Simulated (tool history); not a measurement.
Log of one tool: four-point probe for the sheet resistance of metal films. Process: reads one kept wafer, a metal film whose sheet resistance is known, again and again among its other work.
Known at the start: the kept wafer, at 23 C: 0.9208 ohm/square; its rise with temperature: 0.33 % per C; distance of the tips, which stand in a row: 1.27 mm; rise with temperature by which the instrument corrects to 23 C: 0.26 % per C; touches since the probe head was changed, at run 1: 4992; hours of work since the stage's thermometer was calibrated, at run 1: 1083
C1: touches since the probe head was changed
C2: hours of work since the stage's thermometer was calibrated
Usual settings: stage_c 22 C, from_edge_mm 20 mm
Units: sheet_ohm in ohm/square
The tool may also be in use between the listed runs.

{"run": 1, "hour": 0.0, "stage_c": 22, "from_edge_mm": 20, "C1": 4992, "C2": 1083, "sheet_ohm": 0.922263}
{"run": 2, "hour": 40.8, "stage_c": 22, "from_edge_mm": 20, "C1": 5626, "C2": 1102, "sheet_ohm": 0.922388}
{"run": 3, "hour": 76.9, "stage_c": 22, "from_edge_mm": 8, "C1": 6186, "C2": 1119, "sheet_ohm": 0.932545}
{"run": 4, "hour": 117.5, "stage_c": 22, "from_edge_mm": 8, "C1": 6818, "C2": 1138, "sheet_ohm": 0.932456}
{"run": 5, "hour": 158.7, "stage_c": 22, "from_edge_mm": 8, "C1": 7457, "C2": 1158, "sheet_ohm": 0.932825}
{"run": 6, "hour": 204.5, "stage_c": 22, "from_edge_mm": 8, "C1": 8169, "C2": 1179, "sheet_ohm": 0.932505}
{"run": 7, "hour": 246.1, "stage_c": 22, "from_edge_mm": 14, "C1": 8816, "C2": 1199, "sheet_ohm": 0.924395}
{"run": 8, "hour": 287.4, "stage_c": 22, "from_edge_mm": 12, "C1": 9457, "C2": 1218, "sheet_ohm": 0.925747}
{"run": 9, "hour": 310.5, "stage_c": 22, "from_edge_mm": 16, "C1": 9815, "C2": 1229, "sheet_ohm": 0.923271}
{"run": 10, "hour": 343.6, "stage_c": 22, "from_edge_mm": 20, "C1": 10330, "C2": 1245, "sheet_ohm": 0.922072}
{"run": 11, "hour": 382.4, "stage_c": 22, "from_edge_mm": 20, "C1": 10932, "C2": 1263, "sheet_ohm": 0.921945}
{"run": 12, "hour": 432.6, "stage_c": 22, "from_edge_mm": 20, "C1": 11712, "C2": 1287, "sheet_ohm": 0.922211}
{"run": 13, "hour": 459.4, "stage_c": 22, "from_edge_mm": 20, "C1": 12128, "C2": 1299, "sheet_ohm": 0.922415}
{"run": 14, "hour": 487.7, "stage_c": 22, "from_edge_mm": 20, "C1": 12569, "C2": 1313, "sheet_ohm": 0.922211}
{"run": 15, "hour": 521.6, "stage_c": 22, "from_edge_mm": 20, "C1": 13095, "C2": 1329, "sheet_ohm": 0.922137}
{"run": 16, "hour": 570.8, "stage_c": 22, "from_edge_mm": 20, "C1": 13860, "C2": 1352, "sheet_ohm": 0.922318}
{"run": 17, "hour": 613.0, "stage_c": 22, "from_edge_mm": 34, "C1": 14514, "C2": 1372, "sheet_ohm": 0.920837}
{"run": 18, "hour": 648.2, "stage_c": 24, "from_edge_mm": 20, "C1": 15061, "C2": 1388, "sheet_ohm": 0.92348}
{"run": 19, "hour": 684.0, "stage_c": 24, "from_edge_mm": 20, "C1": 15617, "C2": 1405, "sheet_ohm": 0.923608}
{"run": 20, "hour": 731.0, "stage_c": 22, "from_edge_mm": 20, "C1": 16348, "C2": 1427, "sheet_ohm": 0.922356}
{"run": 21, "hour": 762.3, "stage_c": 22, "from_edge_mm": 20, "C1": 16834, "C2": 1442, "sheet_ohm": 0.922418}
{"run": 22, "hour": 806.6, "stage_c": 22, "from_edge_mm": 6, "C1": 17522, "C2": 1463, "sheet_ohm": 0.941895}
{"run": 23, "hour": 849.8, "stage_c": 24, "from_edge_mm": 14, "C1": 18193, "C2": 1483, "sheet_ohm": 0.925864}
{"run": 24, "hour": 890.0, "stage_c": 19, "from_edge_mm": 20, "C1": 18818, "C2": 1502, "sheet_ohm": 0.920126}
{"run": 25, "hour": 918.5, "stage_c": 19, "from_edge_mm": 20, "C1": 19260, "C2": 1516, "sheet_ohm": 0.920016}
{"run": 26, "hour": 946.4, "stage_c": 19, "from_edge_mm": 20, "C1": 19695, "C2": 1529, "sheet_ohm": 0.920538}
{"run": 27, "hour": 976.8, "stage_c": 31, "from_edge_mm": 20, "C1": 20166, "C2": 1543, "sheet_ohm": 0.927822}
{"run": 28, "hour": 1020.8, "stage_c": 31, "from_edge_mm": 6, "C1": 20851, "C2": 1564, "sheet_ohm": 0.94778}
{"run": 29, "hour": 1042.2, "stage_c": 30, "from_edge_mm": 56, "C1": 21182, "C2": 1574, "sheet_ohm": 0.925437}
{"run": 30, "hour": 1088.6, "stage_c": 30, "from_edge_mm": 56, "C1": 21903, "C2": 1596, "sheet_ohm": 0.925617}
{"run": 31, "hour": 1134.1, "stage_c": 30, "from_edge_mm": 50, "C1": 22609, "C2": 1617, "sheet_ohm": 0.925777}
{"run": 32, "hour": 1178.6, "stage_c": 21, "from_edge_mm": 16, "C1": 23302, "C2": 1638, "sheet_ohm": 0.922444}
{"run": 33, "hour": 1216.9, "stage_c": 22, "from_edge_mm": 21, "C1": 23896, "C2": 1656, "sheet_ohm": 0.921978}

The next listed run, before its measurement:
{"run": 34, "hour": 1241.6, "stage_c": 22, "from_edge_mm": 21, "C1": 24280, "C2": 1668, "sheet_ohm": "?"}

Run 34 gave sheet_ohm 0.921811 ohm/square.
Without the tool's hidden state the same run would have given sheet_ohm 0.921791 ohm/square.

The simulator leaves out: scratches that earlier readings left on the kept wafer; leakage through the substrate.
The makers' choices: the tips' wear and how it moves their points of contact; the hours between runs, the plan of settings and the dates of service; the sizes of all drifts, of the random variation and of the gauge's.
